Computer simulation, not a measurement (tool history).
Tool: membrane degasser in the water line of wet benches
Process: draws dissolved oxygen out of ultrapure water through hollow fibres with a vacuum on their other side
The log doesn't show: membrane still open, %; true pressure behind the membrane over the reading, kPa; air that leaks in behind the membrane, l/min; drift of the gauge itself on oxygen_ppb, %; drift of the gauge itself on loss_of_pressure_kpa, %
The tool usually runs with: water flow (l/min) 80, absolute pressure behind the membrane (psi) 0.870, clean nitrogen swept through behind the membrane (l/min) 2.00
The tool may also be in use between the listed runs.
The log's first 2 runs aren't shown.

run	day	water flow (l/min)	absolute pressure behind the membrane (psi)	clean nitrogen swept through behind the membrane (l/min)	hours since the membrane was changed	hours since the vacuum gauge was calibrated	hours since the vacuum lines were made tight	dissolved oxygen in the water behind the degasser (ppb)	pressure that the water loses in the fibres (psi)
3	27.575	80	0.870	3.28	14788	3495	5990	189.3	8.066
4	41.933	80	0.870	3.28	15132	3840	6334	189.9	8.126
# day 45.304: vacuum gauge calibrated
5	56.842	80	0.870	2.00	15489	277	6691	260.1	8.141
6	69.417	80	0.870	2.00	15791	579	6993	254.7	8.196
7	80.100	80	0.870	2.00	16048	835	7250	257.4	8.144
8	87.504	80	0.870	2.00	16225	1013	7427	260.7	8.144
9	102.312	80	0.870	2.00	16581	1368	7783	263.2	8.212
10	109.767	82	0.870	2.00	16760	1547	7962	269.0	8.411
11	117.167	80	0.870	2.00	16937	1725	8139	261.8	8.183
12	126.733	80	1.584	2.00	17167	1954	8369	625.0	8.173
13	135.458	80	1.584	2.00	17376	2164	8578	630.2	8.216
14	142.667	80	1.584	2.00	17549	2337	8751	627.0	8.241
15	154.754	80	1.584	2.00	17839	2627	9041	640.4	8.287
16	162.408	80	1.584	2.00	18023	2810	9225	632.3	8.293
17	172.762	80	1.584	2.00	18272	3059	9474	629.7	8.267
18	182.504	80	1.255	2.00	18505	3293	9707	476.2	8.343
19	193.858	80	1.255	2.00	18778	3565	9980	469.6	8.356
20	200.288	80	1.255	2.00	18932	3720	10134	480.5	8.308
# day 204.379: seals of the vacuum lines changed
# day 208.704: vacuum gauge calibrated
21	210.488	124	0.802	2.00	19174	43	146	354.6	12.981
22	220.246	66	0.676	1.02	19409	277	380	192.1	6.898
23	233.729	124	0.869	1.21	19732	601	704	522.5	12.946
24	247.375	124	0.869	1.21	20060	928	1031	536.4	12.987
25	260.979	103	0.870	0.84	20386	1255	1358	551.1	10.779
26	273.125	103	0.870	0.84	20678	1546	1649	552.6	10.802

The next listed run, before its measurement:
27	282.450	103	0.870	0.84	20902	1770	1873	?	?

{"run 27": {"dissolved oxygen in the water behind the degasser (ppb)": 546.3, "pressure that the water loses in the fibres (psi)": 10.846}}
Were there no unlogged condition in the tool, this run, its random variation unchanged, would have produced dissolved oxygen in the water behind the degasser (ppb) 501.1, pressure that the water loses in the fibres (psi) 9.485.
